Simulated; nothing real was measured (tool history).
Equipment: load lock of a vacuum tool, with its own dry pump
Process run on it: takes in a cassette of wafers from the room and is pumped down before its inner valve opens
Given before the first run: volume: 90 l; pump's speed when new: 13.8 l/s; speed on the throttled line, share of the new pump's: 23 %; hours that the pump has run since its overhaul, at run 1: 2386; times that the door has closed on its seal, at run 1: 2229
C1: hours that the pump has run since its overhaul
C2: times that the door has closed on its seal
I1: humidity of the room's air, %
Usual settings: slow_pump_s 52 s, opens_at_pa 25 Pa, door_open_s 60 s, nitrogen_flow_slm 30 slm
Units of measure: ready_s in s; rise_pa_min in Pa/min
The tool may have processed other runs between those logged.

Run 1, day 0: usual settings; C1 2386; C2 2229; I1 45.5. Result: ready_s 97.5 s, rise_pa_min 0.045 Pa/min.
Run 2, day 5.138: usual settings but slow_pump_s 78 s; C1 2509; C2 2457; I1 44.7. Result: ready_s 116.1 s, rise_pa_min 0.045 Pa/min.
Run 3, day 9.888: usual settings but slow_pump_s 78 s; C1 2623; C2 2669; I1 45.6. Result: ready_s 116.2 s, rise_pa_min 0.044 Pa/min.
Run 4, day 13.8: usual settings but slow_pump_s 38 s; C1 2717; C2 2844; I1 44.7. Result: ready_s 85.6 s, rise_pa_min 0.048 Pa/min.
Run 5, day 17.354: usual settings but slow_pump_s 38 s, nitrogen_flow_slm 4 slm; C1 2802; C2 3002; I1 45.1. Result: ready_s 85 s, rise_pa_min 0.069 Pa/min.
Run 6, day 21.512: usual settings but slow_pump_s 68 s, opens_at_pa 43 Pa, door_open_s 111 s, nitrogen_flow_slm 4 slm; C1 2902; C2 3187; I1 45.6. Result: ready_s 103.9 s, rise_pa_min 0.092 Pa/min.
Run 7, day 23.992: usual settings but slow_pump_s 39 s, opens_at_pa 35 Pa, door_open_s 65 s, nitrogen_flow_slm 5 slm; C1 2962; C2 3298; I1 42.8. Result: ready_s 83.7 s, rise_pa_min 0.064 Pa/min.
Run 8, day 27.162: usual settings but slow_pump_s 39 s, opens_at_pa 35 Pa, door_open_s 65 s, nitrogen_flow_slm 5 slm; C1 3038; C2 3439; I1 45.1. Result: ready_s 84 s, rise_pa_min 0.077 Pa/min.
Run 9, day 31.112: usual settings but slow_pump_s 65 s, opens_at_pa 48 Pa, door_open_s 26 s; C1 3133; C2 3615; I1 44.2. Result: ready_s 101.7 s, rise_pa_min 0.036 Pa/min.
Run 10, day 33.271: usual settings but slow_pump_s 32 s, opens_at_pa 33 Pa, door_open_s 26 s, nitrogen_flow_slm 6 slm; C1 3185; C2 3712; I1 43.4. Result: ready_s 79.5 s, rise_pa_min 0.046 Pa/min.

Each run again, without the hidden state but with its own random variation kept:
Hidden state present: pump's speed, % of a new pump's; leak at the door's seal, Pa l/s; drift of the gauge itself on ready_s, %; drift of the gauge itself on rise_pa_min, %.
run  ready_s  rise_pa_min
  1     96.1        0.037
  2    114.9        0.037
  3    114.9        0.034
  4     83.8        0.038
  5     83.2        0.058
  6    102.5         0.08
  7     81.9        0.052
  8     82.1        0.064
  9    100.1        0.022
 10     77.5        0.033

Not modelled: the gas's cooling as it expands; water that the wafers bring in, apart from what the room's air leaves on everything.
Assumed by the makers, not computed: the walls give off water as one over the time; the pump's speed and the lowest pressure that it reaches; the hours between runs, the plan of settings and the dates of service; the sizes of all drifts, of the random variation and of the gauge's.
